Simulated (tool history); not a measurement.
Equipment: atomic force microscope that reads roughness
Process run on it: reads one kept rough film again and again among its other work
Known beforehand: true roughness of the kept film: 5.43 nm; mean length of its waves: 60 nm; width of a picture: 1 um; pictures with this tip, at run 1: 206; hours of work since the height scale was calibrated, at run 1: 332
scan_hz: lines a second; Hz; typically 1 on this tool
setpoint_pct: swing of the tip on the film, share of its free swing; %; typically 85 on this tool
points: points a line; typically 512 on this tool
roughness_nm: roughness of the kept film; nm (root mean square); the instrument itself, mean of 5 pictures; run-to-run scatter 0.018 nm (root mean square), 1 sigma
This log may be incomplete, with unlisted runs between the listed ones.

run,hour,scan_hz,setpoint_pct,points,pictures with this tip,hours of work since the height scale was calibrated,roughness_nm
1,0,1,85,512,206,332,4.438
2,21.6,1.17,85,512,226,346,4.348
3,40.5,1.17,85,512,244,357,4.362
4,61.7,1.17,85,512,264,371,4.298
# hour 64.3: height scale calibrated on a step standard
5,88.7,2.51,85,512,288,15,3.784
6,101.8,2.51,85,512,301,23,3.779
7,126.9,0.92,64,627,324,39,4.73

Forecast run 8:
8,143.3,0.65,61,333,340,49,?

{"run 8": {"roughness_nm": 4.766}}
The same run, on a tool lacking any hidden state, would have yielded roughness_nm 5.123 nm (root mean square).

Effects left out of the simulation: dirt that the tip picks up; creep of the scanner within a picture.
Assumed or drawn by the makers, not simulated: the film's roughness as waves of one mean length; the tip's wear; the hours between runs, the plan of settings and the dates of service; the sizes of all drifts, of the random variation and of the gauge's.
